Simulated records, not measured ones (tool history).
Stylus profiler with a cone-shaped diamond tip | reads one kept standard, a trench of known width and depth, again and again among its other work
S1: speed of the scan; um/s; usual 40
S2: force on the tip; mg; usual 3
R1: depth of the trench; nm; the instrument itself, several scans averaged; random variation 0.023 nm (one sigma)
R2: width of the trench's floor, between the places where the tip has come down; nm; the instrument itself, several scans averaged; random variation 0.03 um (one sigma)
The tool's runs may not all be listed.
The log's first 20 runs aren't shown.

{"run": 21, "hour": 228.9, "S1": 83, "S2": 3, "R1": 101.65, "R2": 17560}
{"run": 22, "hour": 243.7, "S1": 83, "S2": 3, "R1": 101.67, "R2": 17570}
{"run": 23, "hour": 259.0, "S1": 83, "S2": 3, "R1": 101.61, "R2": 17550}
{"run": 24, "hour": 267.8, "S1": 19, "S2": 2.37, "R1": 101.37, "R2": 17770}
{"run": 25, "hour": 279.5, "S1": 148, "S2": 1.45, "R1": 100.98, "R2": 17050}
{"run": 26, "hour": 294.2, "S1": 40, "S2": 2.14, "R1": 101.29, "R2": 17740}
{"run": 27, "hour": 308.4, "S1": 22, "S2": 1.52, "R1": 100.99, "R2": 17770}
{"run": 28, "hour": 324.7, "S1": 12, "S2": 1.44, "R1": 100.96, "R2": 17780}
{"run": 29, "hour": 334.3, "S1": 40, "S2": 1.72, "R1": 101.06, "R2": 17620}
{"run": 30, "hour": 341.6, "S1": 40, "S2": 1.72, "R1": 101.09, "R2": 17640}

Run 31 comes next. What will it give?
{"run": 31, "hour": 351.0, "S1": 40, "S2": 1.72, "R1": "?", "R2": "?"}

{"run 31": {"R1": 101.09, "R2": 17650}}
Without the tool's hidden state the same run would have given R1 101.19 nm, R2 17850 nm.
